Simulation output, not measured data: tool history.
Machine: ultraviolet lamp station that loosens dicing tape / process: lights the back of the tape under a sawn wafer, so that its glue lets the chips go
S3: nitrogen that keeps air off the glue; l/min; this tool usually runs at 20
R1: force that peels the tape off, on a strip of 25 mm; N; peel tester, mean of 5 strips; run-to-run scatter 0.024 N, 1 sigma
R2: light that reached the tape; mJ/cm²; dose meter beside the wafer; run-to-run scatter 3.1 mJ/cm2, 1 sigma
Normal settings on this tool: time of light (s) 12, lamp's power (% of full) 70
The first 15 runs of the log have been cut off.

Run 16, hour 480.2: usual settings but lamp's power (% of full) 76. Result: R1 1.425 N, R2 430 mJ/cm².
Run 17, hour 511.6: usual settings but lamp's power (% of full) 81. Result: R1 1.277 N, R2 453 mJ/cm².
Run 18, hour 544.8: usual settings but lamp's power (% of full) 81. Result: R1 1.293 N, R2 454 mJ/cm².
Run 19, hour 584.4: usual settings but lamp's power (% of full) 81. Result: R1 1.305 N, R2 448 mJ/cm².
Run 20, hour 630.2: usual settings but time of light (s) 6. Result: R1 3.613 N, R2 189 mJ/cm².
Run 21, hour 652.0: usual settings but time of light (s) 6. Result: R1 3.696 N, R2 189 mJ/cm².
Run 22, hour 688.0: usual settings but time of light (s) 11, lamp's power (% of full) 95. Result: R1 1.213 N, R2 471 mJ/cm².
Run 23, hour 718.6: usual settings but time of light (s) 9, lamp's power (% of full) 74, S3 7 l/min. Result: R1 3.579 N, R2 297 mJ/cm².
Run 24, hour 759.1: usual settings but time of light (s) 9, lamp's power (% of full) 74, S3 7 l/min. Result: R1 3.602 N, R2 293 mJ/cm².
Run 25, hour 800.8: usual settings but time of light (s) 9, lamp's power (% of full) 74, S3 7 l/min. Result: R1 3.555 N, R2 290 mJ/cm².
Run 26, hour 848.2: usual settings but time of light (s) 13, lamp's power (% of full) 69, S3 34 l/min. Result: R1 1.271 N, R2 389 mJ/cm².
Run 27, hour 872.5: usual settings but time of light (s) 21, S3 17 l/min. Result: R1 0.787 N, R2 634 mJ/cm².
Run 28, hour 911.1: usual settings but time of light (s) 9, lamp's power (% of full) 95, S3 7 l/min. Result: R1 2.940 N, R2 363 mJ/cm².
Run 29, hour 949.0: usual settings but time of light (s) 9, lamp's power (% of full) 95, S3 7 l/min. Result: R1 2.977 N, R2 361 mJ/cm².

Predict the results of run 30:
Run 30, hour 994.6: usual settings but time of light (s) 6, lamp's power (% of full) 95, S3 29 l/min. Result: R1 ?, R2 ?.

{"run 30": {"R1": 2.741, "R2": 239}}
Without the tool's hidden state the same run would have given R1 1.862 N, R2 325 mJ/cm².
